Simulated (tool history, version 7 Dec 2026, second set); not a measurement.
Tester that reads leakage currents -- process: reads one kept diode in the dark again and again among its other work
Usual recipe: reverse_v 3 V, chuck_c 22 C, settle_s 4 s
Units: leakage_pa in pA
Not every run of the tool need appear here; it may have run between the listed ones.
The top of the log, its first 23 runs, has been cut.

run 24 hour=3027.3 | reverse_v=10.12 chuck_c=43 settle_s=0.6 | leakage_pa=385.6
run 25 hour=3143.7 | reverse_v=10.12 chuck_c=34 settle_s=9.26 | leakage_pa=206.15
run 26 hour=3239.6 | reverse_v=4.81 chuck_c=22 settle_s=4 | leakage_pa=59.89
run 27 hour=3346.8 | reverse_v=4.81 chuck_c=22 settle_s=4 | leakage_pa=59.76
run 28 hour=3427.1 | reverse_v=3.13 chuck_c=28 settle_s=4 | leakage_pa=73.4
run 29 hour=3548.6 | reverse_v=1.41 chuck_c=30 settle_s=0.4 | leakage_pa=57.17
run 30 hour=3688.9 | reverse_v=3.12 chuck_c=50 settle_s=0.92 | leakage_pa=324.39
run 31 hour=3819.4 | reverse_v=3.12 chuck_c=50 settle_s=0.92 | leakage_pa=323.49
run 32 hour=3901.6 | reverse_v=3.12 chuck_c=50 settle_s=0.92 | leakage_pa=321.01
run 33 hour=4030 | reverse_v=3.12 chuck_c=50 settle_s=0.92 | leakage_pa=318.61
run 34 hour=4182 | reverse_v=2.61 chuck_c=25 settle_s=0.89 | leakage_pa=53.32
-- hour=4223.8 chuck's temperature calibrated
run 35 hour=4315.4 | reverse_v=2.18 chuck_c=25 settle_s=2.53 | leakage_pa=55.8
-- hour=4357 probe card cleaned and baked
run 36 hour=4418.7 | reverse_v=3.76 chuck_c=40 settle_s=0.9 | leakage_pa=203.63
run 37 hour=4582.7 | reverse_v=3.76 chuck_c=40 settle_s=0.9 | leakage_pa=201.27
-- hour=4685 tester calibrated
run 38 hour=4686.3 | reverse_v=9.79 chuck_c=55 settle_s=0.52 | leakage_pa=877.04

4 options for the next run, each taken on its own from the tool as it stands now. Forecast them:
run A hour=4832.9 | reverse_v=2.27 chuck_c=25 settle_s=4 | leakage_pa=?
run B hour=4832.9 | reverse_v=14.07 chuck_c=57 settle_s=3.45 | leakage_pa=?
run C hour=4832.9 | reverse_v=2.56 chuck_c=27 settle_s=0.78 | leakage_pa=?
run D hour=4832.9 | reverse_v=2.03 chuck_c=22 settle_s=4 | leakage_pa=?

run=A leakage_pa=53.29
run=B leakage_pa=1165.16
run=C leakage_pa=66.82
run=D leakage_pa=40.23
Without the tool's unlogged condition, the same runs would have read:
run=A leakage_pa=54.61
run=B leakage_pa=1196.33
run=C leakage_pa=68.49
run=D leakage_pa=41.16

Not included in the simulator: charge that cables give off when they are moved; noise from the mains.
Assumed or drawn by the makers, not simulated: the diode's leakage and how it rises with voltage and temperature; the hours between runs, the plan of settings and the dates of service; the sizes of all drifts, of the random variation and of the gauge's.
